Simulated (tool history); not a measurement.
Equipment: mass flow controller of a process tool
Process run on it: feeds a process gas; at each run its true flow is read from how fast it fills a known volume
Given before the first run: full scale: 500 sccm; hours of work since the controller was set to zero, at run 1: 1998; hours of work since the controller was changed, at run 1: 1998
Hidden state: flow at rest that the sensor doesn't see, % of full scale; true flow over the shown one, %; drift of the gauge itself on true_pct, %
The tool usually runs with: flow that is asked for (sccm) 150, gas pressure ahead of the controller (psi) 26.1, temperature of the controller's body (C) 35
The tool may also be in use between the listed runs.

run,hour,flow that is asked for (sccm),gas pressure ahead of the controller (psi),temperature of the controller's body (C),hours of work since the controller was set to zero,hours of work since the controller was changed,true flow (%)
1,0.0,150,26.1,35,1998,1998,99.18
2,108.6,150,26.1,35,2061,2061,99.28
3,286.8,88,26.1,35,2164,2164,99.18
4,432.0,88,26.1,35,2248,2248,99.39
5,540.2,88,26.1,35,2311,2311,99.29
6,621.1,88,26.1,35,2357,2357,99.42
7,771.4,88,26.1,35,2444,2444,99.45
8,891.2,88,26.1,35,2513,2513,99.58
9,991.1,88,26.1,35,2571,2571,99.53
10,1086.0,69,26.1,35,2626,2626,99.50
11,1194.7,69,26.1,35,2689,2689,99.68
12,1364.4,150,21.6,35,2787,2787,99.98
13,1508.7,150,21.6,35,2870,2870,100.00
14,1606.1,150,21.6,35,2926,2926,100.19
15,1720.6,150,26.1,30,2993,2993,100.04
16,1821.1,150,26.1,30,3051,3051,100.16
17,1973.6,150,26.1,23,3139,3139,99.86
18,2148.7,150,26.1,23,3240,3240,100.06
19,2293.8,150,26.1,23,3324,3324,100.11
20,2380.8,150,26.1,35,3374,3374,100.72
21,2543.8,150,32.5,35,3468,3468,101.10
22,2623.2,412,32.3,39,3514,3514,102.10
23,2759.5,397,32.3,23,3593,3593,101.46
24,2902.7,53,33.6,25,3676,3676,100.33
25,2986.4,63,33.6,25,3724,3724,100.57
26,3179.2,63,33.6,25,3836,3836,100.66
27,3330.8,150,29.6,29,3923,3923,101.22
28,3454.2,152,31.3,24,3994,3994,101.00
29,3558.3,93,34.4,38,4055,4055,101.62
30,3648.6,93,34.4,38,4107,4107,101.73
31,3836.1,93,34.4,38,4215,4215,101.77
32,4022.7,117,30.9,21,4323,4323,101.13
33,4134.2,150,24.2,35,4387,4387,101.90
# hour 4196.9: gauge calibrated
34,4288.2,150,24.2,35,4476,4476,99.28
35,4414.9,150,24.2,35,4550,4550,99.33
36,4542.0,163,23.2,22,4623,4623,98.74
37,4704.8,174,32.8,35,4717,4717,99.69
38,4784.0,372,21.6,29,4763,4763,100.11
39,4956.7,372,21.6,29,4863,4863,100.04
40,5089.0,104,26.8,26,4939,4939,99.26

Below are 4 alternative next runs, each starting from the tool's condition after run 40. Predict each:
A,5191.7,394,37.0,25,4998,4998,?
B,5191.7,219,29.3,26,4998,4998,?
C,5191.7,358,26.1,35,4998,4998,?
D,5191.7,59,26.8,23,4998,4998,?

run,true flow (%)
A,100.55
B,99.68
C,100.46
D,98.86
With the hidden condition removed and each run's random variation left untouched, the same runs would have given:
run,true flow (%)
A,99.88
B,99.03
C,99.80
D,98.22
